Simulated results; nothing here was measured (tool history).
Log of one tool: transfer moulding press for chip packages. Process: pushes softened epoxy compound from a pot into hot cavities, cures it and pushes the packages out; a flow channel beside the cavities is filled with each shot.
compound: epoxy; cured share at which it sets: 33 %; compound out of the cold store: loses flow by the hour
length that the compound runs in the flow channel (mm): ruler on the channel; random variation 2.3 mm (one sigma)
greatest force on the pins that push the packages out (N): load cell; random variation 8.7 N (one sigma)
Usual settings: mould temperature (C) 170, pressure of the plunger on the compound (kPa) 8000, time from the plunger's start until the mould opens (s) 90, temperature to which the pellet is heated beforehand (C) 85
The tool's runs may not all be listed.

run   hour  mould temperature (C)  pressure of the plunger on the compound (kPa)  time from the plunger's start until the mould opens (s)  temperature to which the pellet is heated beforehand (C)  incoming compound's hours out of the cold store  length that the compound runs in the flow channel (mm)  greatest force on the pins that push the packages out (N)
  1    0.0                    170                                           8000                                                       90                                                        85                                             31.6                                                     536                                                        403
  2    7.2                    176                                           8000                                                       90                                                        85                                             31.7                                                     525                                                        328
  3   11.3                    170                                           9410                                                       90                                                        85                                             30.8                                                     583                                                        388
  4   19.9                    170                                           9410                                                       90                                                        85                                             27.1                                                     588                                                        391
  5   26.0                    170                                           8000                                                       90                                                        85                                             35.5                                                     526                                                        388
  6   32.3                    170                                           8000                                                       90                                                        85                                             20.8                                                     548                                                        396
  7   36.8                    170                                           8000                                                      120                                                        85                                             41.4                                                     524                                                        336
  8   46.2                    170                                           8000                                                      120                                                        85                                             38.7                                                     524                                                        336
  9   53.4                    170                                           8000                                                      120                                                        85                                              8.1                                                     562                                                        340
 10   62.7                    170                                           8000                                                      120                                                        85                                             46.5                                                     518                                                        323
 11   70.8                    170                                           8000                                                       90                                                        85                                             32.3                                                     533                                                        389
 12   80.3                    170                                           8000                                                       90                                                        85                                             15.6                                                     553                                                        398
 13   87.0                    170                                           8000                                                       90                                                        85                                             15.1                                                     555                                                        403
 14   91.7                    170                                           8000                                                       90                                                        85                                             11.1                                                     561                                                        405
 15  100.6                    170                                           8000                                                       76                                                        77                                             16.4                                                     552                                                        558
 16  110.5                    174                                           8000                                                       89                                                        88                                             32.1                                                     527                                                        354
 17  119.4                    170                                           8000                                                       82                                                        81                                             14.8                                                     554                                                        469
 18  123.6                    175                                           8000                                                       73                                                        79                                             35.3                                                     523                                                        421
 19  131.4                    175                                           8000                                                       73                                                        79                                             16.4                                                     543                                                        426
 20  139.5                    175                                           8000                                                       73                                                        79                                             35.2                                                     520                                                        422
 21  146.9                    175                                           8000                                                       73                                                        79                                             11.6                                                     542                                                        422
 22  151.8                    175                                           8000                                                       73                                                        79                                             36.6                                                     524                                                        440
 23  160.8                    173                                           6280                                                       98                                                        94                                             13.5                                                     490                                                        341
 24  169.5                    173                                           6280                                                       98                                                        94                                             15.9                                                     489                                                        329
 25  177.2                    173                                           9200                                                       81                                                        95                                             10.5                                                     594                                                        394
 26  181.5                    170                                           7110                                                       90                                                        90                                             17.4                                                     523                                                        394
 27  189.6                    165                                           8250                                                       90                                                        85                                             33.4                                                     551                                                        530
 28  195.2                    170                                           8240                                                       78                                                        85                                             34.1                                                     545                                                        509

Taken out of this log: 2 entries between the listed runs. Where each belongs, and how the hidden state differs across it:
Between runs 1 and 2: cavities cleaned with cleaning compound and waxed (hour 6.8)
  grip of the stained cavities, % over clean ones': 1.2 -> 0
Between runs 19 and 20: cavities cleaned with cleaning compound and waxed (hour 135.8)
  pressure that reaches the compound, % of what is set: 99.96 -> 99.95; grip of the stained cavities, % over clean ones': 1.2 -> 0.1
